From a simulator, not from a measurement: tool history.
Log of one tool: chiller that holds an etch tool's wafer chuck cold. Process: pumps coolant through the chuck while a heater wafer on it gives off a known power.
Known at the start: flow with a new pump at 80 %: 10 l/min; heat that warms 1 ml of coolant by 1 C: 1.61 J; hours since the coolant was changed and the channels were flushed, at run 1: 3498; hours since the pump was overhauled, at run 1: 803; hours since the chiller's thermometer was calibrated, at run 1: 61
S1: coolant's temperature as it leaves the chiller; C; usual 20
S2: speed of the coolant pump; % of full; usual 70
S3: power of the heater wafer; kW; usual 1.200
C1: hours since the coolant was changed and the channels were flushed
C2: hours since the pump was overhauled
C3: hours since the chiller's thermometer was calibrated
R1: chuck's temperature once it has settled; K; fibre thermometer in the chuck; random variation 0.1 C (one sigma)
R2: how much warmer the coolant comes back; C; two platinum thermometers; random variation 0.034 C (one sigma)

{"run": 1, "hour": 0.0, "S1": 20, "S2": 70, "S3": 1.2, "C1": 3498, "C2": 803, "C3": 61, "R1": 310.35, "R2": 5.27}
{"hour": 65.8, "done": "coolant changed, channels flushed"}
{"run": 2, "hour": 97.8, "S1": 20, "S2": 71, "S3": 1.2, "C1": 32, "C2": 895, "C3": 153, "R1": 307.55, "R2": 5.12}
{"run": 3, "hour": 191.6, "S1": 20, "S2": 71, "S3": 1.2, "C1": 126, "C2": 989, "C3": 247, "R1": 307.75, "R2": 5.13}
{"run": 4, "hour": 259.1, "S1": 20, "S2": 90, "S3": 1.2, "C1": 193, "C2": 1057, "C3": 314, "R1": 305.15, "R2": 3.97}
{"run": 5, "hour": 334.0, "S1": 20, "S2": 90, "S3": 1.2, "C1": 268, "C2": 1132, "C3": 389, "R1": 305.15, "R2": 4.01}
{"run": 6, "hour": 430.2, "S1": 20, "S2": 90, "S3": 1.2, "C1": 364, "C2": 1228, "C3": 486, "R1": 305.25, "R2": 4.0}
{"run": 7, "hour": 481.3, "S1": 20, "S2": 70, "S3": 1.2, "C1": 416, "C2": 1279, "C3": 537, "R1": 308.15, "R2": 5.31}
{"run": 8, "hour": 547.1, "S1": 14, "S2": 70, "S3": 1.2, "C1": 481, "C2": 1345, "C3": 603, "R1": 302.05, "R2": 5.33}
{"run": 9, "hour": 635.9, "S1": 14, "S2": 70, "S3": 1.2, "C1": 570, "C2": 1433, "C3": 691, "R1": 302.25, "R2": 5.39}
{"run": 10, "hour": 731.9, "S1": 14, "S2": 70, "S3": 1.2, "C1": 666, "C2": 1529, "C3": 787, "R1": 302.35, "R2": 5.39}
{"run": 11, "hour": 807.2, "S1": 14, "S2": 70, "S3": 1.2, "C1": 741, "C2": 1605, "C3": 863, "R1": 302.35, "R2": 5.38}
{"run": 12, "hour": 881.6, "S1": 14, "S2": 70, "S3": 1.2, "C1": 816, "C2": 1679, "C3": 937, "R1": 302.55, "R2": 5.29}
{"run": 13, "hour": 948.0, "S1": 20, "S2": 70, "S3": 1.2, "C1": 882, "C2": 1745, "C3": 1003, "R1": 308.65, "R2": 5.36}
{"run": 14, "hour": 996.0, "S1": 20, "S2": 70, "S3": 1.2, "C1": 930, "C2": 1793, "C3": 1051, "R1": 308.65, "R2": 5.34}
{"run": 15, "hour": 1091.5, "S1": 20, "S2": 70, "S3": 1.2, "C1": 1026, "C2": 1889, "C3": 1147, "R1": 308.65, "R2": 5.39}
{"run": 16, "hour": 1168.9, "S1": 20, "S2": 70, "S3": 1.2, "C1": 1103, "C2": 1966, "C3": 1224, "R1": 308.75, "R2": 5.38}
{"run": 17, "hour": 1222.3, "S1": 21, "S2": 86, "S3": 0.713, "C1": 1157, "C2": 2020, "C3": 1278, "R1": 301.85, "R2": 2.54}
{"run": 18, "hour": 1317.4, "S1": 20, "S2": 89, "S3": 0.912, "C1": 1252, "C2": 2115, "C3": 1373, "R1": 302.75, "R2": 3.2}
{"run": 19, "hour": 1377.8, "S1": 19, "S2": 84, "S3": 1.2, "C1": 1312, "C2": 2175, "C3": 1433, "R1": 305.75, "R2": 4.48}
{"run": 20, "hour": 1474.7, "S1": 25, "S2": 84, "S3": 1.392, "C1": 1409, "C2": 2272, "C3": 1530, "R1": 313.85, "R2": 5.14}
{"run": 21, "hour": 1527.6, "S1": 16, "S2": 70, "S3": 0.934, "C1": 1462, "C2": 2325, "C3": 1583, "R1": 301.65, "R2": 4.22}

Run 22 comes next. What will it give?
{"run": 22, "hour": 1579.6, "S1": 24, "S2": 70, "S3": 1.707, "C1": 1514, "C2": 2377, "C3": 1635, "R1": "?", "R2": "?"}

R1: 319.95 K
R2: 7.81 C
Without the tool's hidden state the same run would have given R1 317.75 K, R2 7.42 C.
